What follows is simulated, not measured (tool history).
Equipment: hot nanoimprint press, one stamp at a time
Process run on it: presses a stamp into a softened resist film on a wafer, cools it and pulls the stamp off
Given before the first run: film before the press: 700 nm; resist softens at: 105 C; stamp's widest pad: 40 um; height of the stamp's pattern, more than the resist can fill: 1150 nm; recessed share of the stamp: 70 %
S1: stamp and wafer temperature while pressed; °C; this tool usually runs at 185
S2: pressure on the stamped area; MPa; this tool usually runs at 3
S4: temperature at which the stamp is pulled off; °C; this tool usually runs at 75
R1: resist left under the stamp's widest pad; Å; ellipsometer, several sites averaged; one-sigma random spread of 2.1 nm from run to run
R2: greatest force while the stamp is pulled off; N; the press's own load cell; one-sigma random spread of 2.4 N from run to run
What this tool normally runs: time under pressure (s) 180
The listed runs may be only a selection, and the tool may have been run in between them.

{"run": 1, "day": 0.0, "S1": 185, "S2": 3, "time under pressure (s)": 180, "S4": 75, "R1": 3510, "R2": 114}
{"run": 2, "day": 0.712, "S1": 185, "S2": 3, "time under pressure (s)": 180, "S4": 75, "R1": 3526, "R2": 114}
{"run": 3, "day": 1.483, "S1": 185, "S2": 3, "time under pressure (s)": 180, "S4": 75, "R1": 3536, "R2": 116}
{"run": 4, "day": 2.183, "S1": 173, "S2": 3, "time under pressure (s)": 180, "S4": 75, "R1": 5205, "R2": 112}
{"run": 5, "day": 2.525, "S1": 173, "S2": 3, "time under pressure (s)": 180, "S4": 75, "R1": 5333, "R2": 118}
{"run": 6, "day": 3.05, "S1": 173, "S2": 3, "time under pressure (s)": 180, "S4": 75, "R1": 5213, "R2": 117}
{"run": 7, "day": 3.612, "S1": 173, "S2": 3, "time under pressure (s)": 180, "S4": 75, "R1": 5243, "R2": 114}
{"run": 8, "day": 4.254, "S1": 185, "S2": 3, "time under pressure (s)": 180, "S4": 75, "R1": 3530, "R2": 117}
{"run": 9, "day": 4.667, "S1": 185, "S2": 3, "time under pressure (s)": 180, "S4": 74, "R1": 3535, "R2": 128}
{"run": 10, "day": 5.208, "S1": 185, "S2": 3, "time under pressure (s)": 180, "S4": 74, "R1": 3530, "R2": 119}
{"run": 11, "day": 5.783, "S1": 177, "S2": 3, "time under pressure (s)": 180, "S4": 74, "R1": 4736, "R2": 117}
{"run": 12, "day": 6.129, "S1": 179, "S2": 3, "time under pressure (s)": 180, "S4": 75, "R1": 4348, "R2": 122}
{"run": 13, "day": 6.629, "S1": 185, "S2": 3, "time under pressure (s)": 180, "S4": 75, "R1": 3525, "R2": 117}
{"run": 14, "day": 7.4, "S1": 185, "S2": 3, "time under pressure (s)": 180, "S4": 75, "R1": 3548, "R2": 119}
{"run": 15, "day": 7.838, "S1": 185, "S2": 3, "time under pressure (s)": 180, "S4": 75, "R1": 3508, "R2": 127}
{"run": 16, "day": 8.371, "S1": 185, "S2": 3, "time under pressure (s)": 180, "S4": 75, "R1": 3538, "R2": 122}
{"run": 17, "day": 8.858, "S1": 185, "S2": 1.8, "time under pressure (s)": 180, "S4": 72, "R1": 4503, "R2": 132}
{"run": 18, "day": 9.446, "S1": 197, "S2": 4.73, "time under pressure (s)": 134, "S4": 78, "R1": 1997, "R2": 118}
{"run": 19, "day": 9.825, "S1": 196, "S2": 2.66, "time under pressure (s)": 134, "S4": 75, "R1": 2874, "R2": 124}

For run 20, what comes out?
{"day": 9.988, "done": "plate thermocouple calibrated"}
{"run": 20, "day": 10.638, "S1": 175, "S2": 3, "time under pressure (s)": 180, "S4": 66, "R1": "?", "R2": "?"}

Run 20 came out at R1 4961 Å, R2 157 N.
The same run, on a tool lacking any hidden state, would have yielded R1 4840 Å, R2 136 N.
